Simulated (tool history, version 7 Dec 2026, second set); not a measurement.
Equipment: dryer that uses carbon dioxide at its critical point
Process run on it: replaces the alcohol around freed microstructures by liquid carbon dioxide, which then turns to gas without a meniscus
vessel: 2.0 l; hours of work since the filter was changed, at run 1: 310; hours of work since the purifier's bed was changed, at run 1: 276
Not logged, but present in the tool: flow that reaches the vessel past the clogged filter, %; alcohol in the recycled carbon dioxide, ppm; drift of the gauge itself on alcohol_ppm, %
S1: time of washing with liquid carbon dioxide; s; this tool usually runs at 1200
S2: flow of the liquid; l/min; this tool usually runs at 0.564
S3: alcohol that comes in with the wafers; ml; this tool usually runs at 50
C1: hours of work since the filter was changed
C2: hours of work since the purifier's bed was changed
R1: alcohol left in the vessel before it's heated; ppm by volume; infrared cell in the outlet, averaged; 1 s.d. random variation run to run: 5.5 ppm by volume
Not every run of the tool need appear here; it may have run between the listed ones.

Run 1, hour 0.0: usual settings; C1 310; C2 276. Result: R1 296 ppm by volume.
Run 2, hour 12.8: usual settings; C1 318; C2 284. Result: R1 304 ppm by volume.
Run 3, hour 31.2: usual settings but S2 0.740 l/min; C1 330; C2 297. Result: R1 105 ppm by volume.
Run 4, hour 46.2: usual settings but S2 0.740 l/min; C1 340; C2 306. Result: R1 111 ppm by volume.
Run 5, hour 55.8: usual settings; C1 346; C2 313. Result: R1 320 ppm by volume.
Run 6, hour 65.0: usual settings; C1 352; C2 319. Result: R1 321 ppm by volume.
Run 7, hour 81.7: usual settings but S3 59 ml; C1 363; C2 330. Result: R1 368 ppm by volume.
Run 8, hour 95.8: usual settings but S3 74 ml; C1 373; C2 339. Result: R1 471 ppm by volume.
Run 9, hour 110.7: usual settings but S1 1440 s, S3 74 ml; C1 382; C2 349. Result: R1 230 ppm by volume.
Run 10, hour 132.9: usual settings but S1 1440 s, S3 74 ml; C1 397; C2 363. Result: R1 212 ppm by volume.
Run 11, hour 144.8: usual settings but S1 1440 s, S3 74 ml; C1 405; C2 371. Result: R1 237 ppm by volume.
Run 12, hour 160.1: usual settings; C1 415; C2 381. Result: R1 355 ppm by volume.
Run 13, hour 174.7: usual settings; C1 424; C2 391. Result: R1 353 ppm by volume.
Run 14, hour 193.0: usual settings but S2 0.378 l/min; C1 437; C2 403. Result: R1 1330 ppm by volume.
At hour 214.6: inlet filter changed.
Run 15, hour 215.4: usual settings but S2 0.804 l/min; C1 1; C2 417. Result: R1 69 ppm by volume.
Run 16, hour 237.0: usual settings but S2 0.804 l/min; C1 15; C2 431. Result: R1 80 ppm by volume.
Run 17, hour 252.3: usual settings but S2 0.804 l/min; C1 25; C2 441. Result: R1 85 ppm by volume.
Run 18, hour 264.0: usual settings but S3 22 ml; C1 32; C2 449. Result: R1 130 ppm by volume.
Run 19, hour 280.8: usual settings but S3 22 ml; C1 43; C2 460. Result: R1 131 ppm by volume.
Run 20, hour 299.4: usual settings but S3 22 ml; C1 56; C2 472. Result: R1 146 ppm by volume.
Run 21, hour 308.8: usual settings but S3 22 ml; C1 62; C2 478. Result: R1 125 ppm by volume.
Run 22, hour 322.7: usual settings but S1 1500 s, S2 0.643 l/min, S3 20 ml; C1 71; C2 487. Result: R1 70 ppm by volume.
Run 23, hour 341.6: usual settings but S1 1140 s, S2 0.395 l/min; C1 83; C2 500. Result: R1 934 ppm by volume.
Run 24, hour 355.8: usual settings but S1 1140 s, S2 0.395 l/min; C1 93; C2 509. Result: R1 938 ppm by volume.
Run 25, hour 377.7: usual settings but S1 1140 s, S2 0.395 l/min; C1 107; C2 523. Result: R1 964 ppm by volume.
Run 26, hour 389.9: usual settings but S1 720 s, S2 0.400 l/min, S3 27 ml; C1 115; C2 531. Result: R1 1631 ppm by volume.
Run 27, hour 408.1: usual settings but S2 0.362 l/min, S3 89 ml; C1 127; C2 543. Result: R1 1814 ppm by volume.
Run 28, hour 421.2: usual settings but S2 0.674 l/min, S3 58 ml; C1 136; C2 552. Result: R1 164 ppm by volume.
Run 29, hour 440.8: usual settings but S2 0.674 l/min, S3 58 ml; C1 148; C2 565. Result: R1 166 ppm by volume.
Run 30, hour 460.2: usual settings but S1 1080 s, S2 0.577 l/min, S3 64 ml; C1 161; C2 578. Result: R1 439 ppm by volume.
Run 31, hour 473.7: usual settings but S1 1080 s, S2 0.577 l/min, S3 43 ml; C1 170; C2 586. Result: R1 323 ppm by volume.
Run 32, hour 484.5: usual settings but S1 780 s, S2 0.565 l/min, S3 46 ml; C1 177; C2 593. Result: R1 1070 ppm by volume.
Run 33, hour 500.4: usual settings but S1 1020 s, S2 0.433 l/min, S3 22 ml; C1 188; C2 604. Result: R1 518 ppm by volume.
Run 34, hour 517.3: usual settings but S1 1020 s, S2 0.698 l/min, S3 22 ml; C1 199; C2 615. Result: R1 152 ppm by volume.
Run 35, hour 531.3: usual settings but S1 1020 s, S2 0.698 l/min, S3 22 ml; C1 208; C2 624. Result: R1 163 ppm by volume.
Run 36, hour 549.7: usual settings but S1 960 s, S2 0.698 l/min, S3 101 ml; C1 220; C2 636. Result: R1 573 ppm by volume.
Run 37, hour 559.0: usual settings but S1 780 s, S2 0.698 l/min, S3 101 ml; C1 226; C2 642. Result: R1 1242 ppm by volume.
Run 38, hour 577.0: usual settings but S2 0.403 l/min; C1 238; C2 654. Result: R1 896 ppm by volume.
Run 39, hour 594.1: usual settings but S1 1680 s, S2 0.865 l/min, S3 39 ml; C1 249; C2 665. Result: R1 97 ppm by volume.
Run 40, hour 603.8: usual settings but S1 1380 s, S2 0.451 l/min, S3 77 ml; C1 256; C2 672. Result: R1 594 ppm by volume.
Run 41, hour 622.3: usual settings but S1 1920 s; C1 268; C2 684. Result: R1 109 ppm by volume.
Run 42, hour 638.8: usual settings but S1 1920 s; C1 279; C2 695. Result: R1 96 ppm by volume.

What differs in the tool's unlogged condition from the final listed run ahead of each entry between runs to the first listed run following it?
From run 14 to run 15: inlet filter changed (hour 214.6)
  flow that reaches the vessel past the clogged filter, %: 84.9 -> 99.8; alcohol in the recycled carbon dioxide, ppm: 56 -> 57.8
  measured less the result without the state, R1: +572 -> +54 ppm by volume

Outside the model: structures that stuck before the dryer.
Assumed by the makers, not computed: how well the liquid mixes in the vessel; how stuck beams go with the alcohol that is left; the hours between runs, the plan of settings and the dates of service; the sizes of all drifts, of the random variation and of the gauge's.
